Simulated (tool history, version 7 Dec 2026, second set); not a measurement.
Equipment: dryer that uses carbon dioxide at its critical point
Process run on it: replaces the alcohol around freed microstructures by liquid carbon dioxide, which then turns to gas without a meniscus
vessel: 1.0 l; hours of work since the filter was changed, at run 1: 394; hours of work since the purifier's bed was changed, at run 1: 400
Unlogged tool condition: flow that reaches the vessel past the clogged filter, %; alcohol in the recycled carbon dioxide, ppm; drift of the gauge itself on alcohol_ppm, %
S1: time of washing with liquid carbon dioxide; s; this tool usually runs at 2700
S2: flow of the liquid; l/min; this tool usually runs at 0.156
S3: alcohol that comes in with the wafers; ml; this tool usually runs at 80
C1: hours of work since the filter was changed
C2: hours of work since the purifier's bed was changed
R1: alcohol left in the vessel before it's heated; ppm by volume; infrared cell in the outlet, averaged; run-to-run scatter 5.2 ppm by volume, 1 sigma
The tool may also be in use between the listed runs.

{"run": 1, "hour": 0.0, "S1": 2700, "S2": 0.156, "S3": 80, "C1": 394, "C2": 400, "R1": 269}
{"run": 2, "hour": 10.9, "S1": 2700, "S2": 0.156, "S3": 80, "C1": 402, "C2": 407, "R1": 292}
{"run": 3, "hour": 28.1, "S1": 2700, "S2": 0.156, "S3": 80, "C1": 413, "C2": 419, "R1": 286}
{"run": 4, "hour": 36.8, "S1": 2700, "S2": 0.156, "S3": 80, "C1": 419, "C2": 424, "R1": 284}
{"run": 5, "hour": 53.9, "S1": 2700, "S2": 0.156, "S3": 73, "C1": 431, "C2": 436, "R1": 285}
{"run": 6, "hour": 69.3, "S1": 2700, "S2": 0.156, "S3": 80, "C1": 441, "C2": 446, "R1": 306}
{"run": 7, "hour": 80.3, "S1": 3420, "S2": 0.156, "S3": 80, "C1": 448, "C2": 454, "R1": 133}
{"run": 8, "hour": 92.7, "S1": 2700, "S2": 0.156, "S3": 80, "C1": 457, "C2": 462, "R1": 323}
{"run": 9, "hour": 102.2, "S1": 2700, "S2": 0.156, "S3": 80, "C1": 463, "C2": 468, "R1": 325}
{"run": 10, "hour": 119.3, "S1": 2700, "S2": 0.109, "S3": 80, "C1": 475, "C2": 480, "R1": 1489}
{"run": 11, "hour": 136.2, "S1": 2700, "S2": 0.109, "S3": 57, "C1": 486, "C2": 491, "R1": 1130}
{"hour": 138.8, "done": "inlet filter changed"}
{"run": 12, "hour": 151.6, "S1": 2700, "S2": 0.109, "S3": 57, "C1": 9, "C2": 501, "R1": 640}
{"run": 13, "hour": 169.4, "S1": 2700, "S2": 0.109, "S3": 57, "C1": 21, "C2": 513, "R1": 640}
{"run": 14, "hour": 181.6, "S1": 2700, "S2": 0.109, "S3": 57, "C1": 29, "C2": 521, "R1": 662}
{"run": 15, "hour": 198.4, "S1": 2700, "S2": 0.109, "S3": 57, "C1": 40, "C2": 532, "R1": 643}
{"run": 16, "hour": 214.9, "S1": 2700, "S2": 0.109, "S3": 57, "C1": 51, "C2": 543, "R1": 691}
{"run": 17, "hour": 227.8, "S1": 2220, "S2": 0.156, "S3": 80, "C1": 60, "C2": 552, "R1": 452}
{"run": 18, "hour": 244.8, "S1": 2700, "S2": 0.156, "S3": 80, "C1": 71, "C2": 564, "R1": 210}
{"run": 19, "hour": 257.2, "S1": 2700, "S2": 0.156, "S3": 80, "C1": 80, "C2": 572, "R1": 234}
{"run": 20, "hour": 266.0, "S1": 2700, "S2": 0.156, "S3": 80, "C1": 86, "C2": 578, "R1": 226}
{"run": 21, "hour": 279.9, "S1": 2700, "S2": 0.156, "S3": 80, "C1": 95, "C2": 587, "R1": 228}
{"run": 22, "hour": 292.6, "S1": 3600, "S2": 0.156, "S3": 44, "C1": 103, "C2": 596, "R1": 133}
{"run": 23, "hour": 304.7, "S1": 3540, "S2": 0.203, "S3": 91, "C1": 112, "C2": 604, "R1": 131}
{"run": 24, "hour": 312.8, "S1": 3540, "S2": 0.108, "S3": 57, "C1": 117, "C2": 609, "R1": 285}
{"run": 25, "hour": 330.2, "S1": 3720, "S2": 0.204, "S3": 54, "C1": 129, "C2": 621, "R1": 126}
{"run": 26, "hour": 340.3, "S1": 2700, "S2": 0.217, "S3": 80, "C1": 135, "C2": 628, "R1": 143}
{"run": 27, "hour": 355.6, "S1": 1680, "S2": 0.168, "S3": 84, "C1": 146, "C2": 638, "R1": 1240}
{"run": 28, "hour": 370.2, "S1": 1680, "S2": 0.168, "S3": 84, "C1": 156, "C2": 648, "R1": 1209}
{"run": 29, "hour": 386.9, "S1": 2940, "S2": 0.207, "S3": 32, "C1": 167, "C2": 659, "R1": 139}
{"run": 30, "hour": 397.2, "S1": 2040, "S2": 0.167, "S3": 34, "C1": 174, "C2": 666, "R1": 319}
{"run": 31, "hour": 410.8, "S1": 2640, "S2": 0.217, "S3": 44, "C1": 183, "C2": 675, "R1": 141}
{"run": 32, "hour": 418.5, "S1": 1920, "S2": 0.123, "S3": 23, "C1": 188, "C2": 680, "R1": 784}
{"run": 33, "hour": 429.0, "S1": 2700, "S2": 0.156, "S3": 37, "C1": 195, "C2": 687, "R1": 203}
{"run": 34, "hour": 437.6, "S1": 2700, "S2": 0.253, "S3": 28, "C1": 201, "C2": 693, "R1": 145}
{"run": 35, "hour": 453.2, "S1": 4020, "S2": 0.156, "S3": 32, "C1": 211, "C2": 704, "R1": 154}
{"run": 36, "hour": 470.6, "S1": 2700, "S2": 0.099, "S3": 27, "C1": 223, "C2": 715, "R1": 649}
{"run": 37, "hour": 478.3, "S1": 4260, "S2": 0.156, "S3": 80, "C1": 228, "C2": 721, "R1": 152}
{"run": 38, "hour": 495.6, "S1": 1920, "S2": 0.156, "S3": 95, "C1": 240, "C2": 732, "R1": 1239}
{"run": 39, "hour": 511.1, "S1": 1920, "S2": 0.156, "S3": 95, "C1": 250, "C2": 743, "R1": 1259}
{"run": 40, "hour": 523.9, "S1": 2760, "S2": 0.156, "S3": 28, "C1": 259, "C2": 751, "R1": 202}
{"run": 41, "hour": 533.8, "S1": 2760, "S2": 0.156, "S3": 28, "C1": 266, "C2": 758, "R1": 201}
{"run": 42, "hour": 543.9, "S1": 2760, "S2": 0.156, "S3": 28, "C1": 272, "C2": 765, "R1": 204}

3 options for the next run, each taken on its own from the tool as it stands now. Forecast them:
{"run": "A", "hour": 551.9, "S1": 2700, "S2": 0.156, "S3": 117, "C1": 278, "C2": 770, "R1": "?"}
{"run": "B", "hour": 551.9, "S1": 2040, "S2": 0.156, "S3": 92, "C1": 278, "C2": 770, "R1": "?"}
{"run": "C", "hour": 551.9, "S1": 3720, "S2": 0.156, "S3": 31, "C1": 278, "C2": 770, "R1": "?"}

run=A R1=388
run=B R1=1018
run=C R1=157
What these runs would have given with no unlogged condition in the tool:
run=A R1=141
run=B R1=575
run=C R1=3
